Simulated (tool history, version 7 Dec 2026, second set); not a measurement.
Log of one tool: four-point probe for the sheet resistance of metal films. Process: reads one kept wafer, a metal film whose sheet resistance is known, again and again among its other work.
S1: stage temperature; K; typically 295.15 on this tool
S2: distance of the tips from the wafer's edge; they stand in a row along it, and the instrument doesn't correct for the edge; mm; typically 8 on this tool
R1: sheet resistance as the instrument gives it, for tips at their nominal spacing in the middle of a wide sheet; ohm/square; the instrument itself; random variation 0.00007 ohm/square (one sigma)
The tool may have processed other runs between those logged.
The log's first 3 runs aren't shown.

run	day	S1	S2	R1
4	11.662	295.15	8	0.347917
5	14.842	295.15	8	0.347873
6	18.967	295.15	8	0.347924
7	21.508	295.15	3	0.373226
8	24.583	295.15	3	0.373304
9	29.625	295.15	3	0.373175
10	33.938	295.15	27	0.343626
# day 34.354: stage's thermometer calibrated
11	36.275	295.15	27	0.343762
12	39.238	295.15	27	0.343484
13	41.708	295.15	27	0.343614
14	44.038	295.15	8	0.347949
15	47.596	295.15	8	0.347900
16	50.046	305.15	8	0.346332
17	53.783	298.15	3	0.372530
18	58.650	298.15	3	0.372758
19	61.842	298.15	10	0.345578
# day 62.129: stage's thermometer calibrated, once more
20	64.062	299.15	10	0.345148
21	69.108	299.15	10	0.345064
22	73.792	299.15	10	0.344932

Expected results for the next run?
23	78.783	299.15	10	?

Logged for run 23: R1 0.344853 ohm/square.
Were there no unlogged condition in the tool, this run, its random variation unchanged, would have produced R1 0.347050 ohm/square.
